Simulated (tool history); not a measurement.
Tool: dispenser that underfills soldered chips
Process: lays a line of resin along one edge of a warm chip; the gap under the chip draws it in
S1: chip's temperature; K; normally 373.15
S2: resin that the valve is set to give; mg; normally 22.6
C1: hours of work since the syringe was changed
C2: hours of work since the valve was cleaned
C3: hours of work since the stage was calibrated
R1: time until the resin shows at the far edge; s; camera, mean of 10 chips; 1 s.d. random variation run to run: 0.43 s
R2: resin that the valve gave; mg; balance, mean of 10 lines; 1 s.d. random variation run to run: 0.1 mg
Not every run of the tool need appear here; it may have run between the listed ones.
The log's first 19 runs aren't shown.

run,hour,S1,S2,C1,C2,C3,R1,R2
# hour 272.8: new syringe of resin
# hour 284.6: new syringe of resin
20,285.5,372.15,21.1,1,82,599,30.5,20.17
21,293.5,377.15,27.1,5,87,604,35.3,26.14
# hour 296.4: new syringe of resin
# hour 301.4: dispensing valve cleaned and set on the balance
# hour 309.3: new syringe of resin
22,311.0,377.15,27.1,1,6,614,25.1,27.10
# hour 320.4: new syringe of resin
23,323.2,377.15,27.1,2,13,621,26.5,27.00
# hour 332.2: new syringe of resin
24,334.2,364.15,20.8,1,20,628,43.9,20.59
# hour 343.5: new syringe of resin
25,347.0,364.15,20.8,2,27,635,46.9,20.53
# hour 355.1: new syringe of resin
26,363.9,364.15,20.8,5,38,646,63.2,20.41
# hour 366.6: new syringe of resin
27,371.5,364.15,20.8,3,42,650,50.6,20.32
# hour 377.8: new syringe of resin
28,383.0,381.15,22.6,3,49,657,24.8,22.13
# hour 389.0: new syringe of resin
29,395.3,381.15,22.6,4,56,664,26.3,21.96
# hour 400.7: new syringe of resin
# hour 412.0: new syringe of resin
30,413.3,361.15,22.6,1,67,675,47.9,21.91
# hour 423.4: new syringe of resin
31,423.6,382.15,22.1,0,73,681,18.5,21.27

Here are 3 independent what-if runs from the current tool condition. What would each one return?
A,432.1,359.15,28.1,5,79,687,?,?
B,432.1,373.15,27.2,5,79,687,?,?
C,432.1,368.15,19.3,5,79,687,?,?

run,R1,R2
A,72.3,27.02
B,40.3,26.37
C,52.6,18.56
Take away the tool's hidden state, keep each run's random variation, and the runs would have read:
run,R1,R2
A,56.5,28.03
B,31.1,27.36
C,40.2,19.25

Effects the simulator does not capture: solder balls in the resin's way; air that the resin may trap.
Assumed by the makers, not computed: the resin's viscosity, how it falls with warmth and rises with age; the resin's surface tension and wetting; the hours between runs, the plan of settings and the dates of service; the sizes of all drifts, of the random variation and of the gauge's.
